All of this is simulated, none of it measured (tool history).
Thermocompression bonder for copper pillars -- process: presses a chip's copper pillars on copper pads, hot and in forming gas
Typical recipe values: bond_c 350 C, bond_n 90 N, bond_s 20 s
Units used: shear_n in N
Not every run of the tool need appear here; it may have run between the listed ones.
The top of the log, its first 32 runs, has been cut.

{"run": 33, "day": 12.696, "bond_c": 372, "bond_n": 73, "bond_s": 16, "shear_n": 75.2}
{"run": 34, "day": 12.958, "bond_c": 348, "bond_n": 116, "bond_s": 16, "shear_n": 90.6}
{"run": 35, "day": 13.338, "bond_c": 348, "bond_n": 116, "bond_s": 16, "shear_n": 92.5}
{"run": 36, "day": 13.783, "bond_c": 354, "bond_n": 90, "bond_s": 24, "shear_n": 87}
{"run": 37, "day": 14.262, "bond_c": 347, "bond_n": 60, "bond_s": 33, "shear_n": 59.9}
{"run": 38, "day": 14.746, "bond_c": 344, "bond_n": 101, "bond_s": 19, "shear_n": 82.7}
{"day": 14.938, "done": "forming gas filter changed"}
{"run": 39, "day": 15.204, "bond_c": 379, "bond_n": 115, "bond_s": 14, "shear_n": 115.9}
{"run": 40, "day": 15.554, "bond_c": 350, "bond_n": 110, "bond_s": 20, "shear_n": 99.3}

Here are 4 independent what-if runs from the current tool condition. What would each one return?
{"run": "A", "day": 16.054, "bond_c": 350, "bond_n": 103, "bond_s": 20, "shear_n": "?"}
{"run": "B", "day": 16.054, "bond_c": 350, "bond_n": 110, "bond_s": 17, "shear_n": "?"}
{"run": "C", "day": 16.054, "bond_c": 379, "bond_n": 109, "bond_s": 12, "shear_n": "?"}
{"run": "D", "day": 16.054, "bond_c": 327, "bond_n": 118, "bond_s": 16, "shear_n": "?"}

run=A shear_n=93.3
run=B shear_n=95.2
run=C shear_n=107.9
run=D shear_n=79.7
Without the tool's unlogged condition, the same runs would have read:
run=A shear_n=92.5
run=B shear_n=94.4
run=C shear_n=107.5
run=D shear_n=78.6
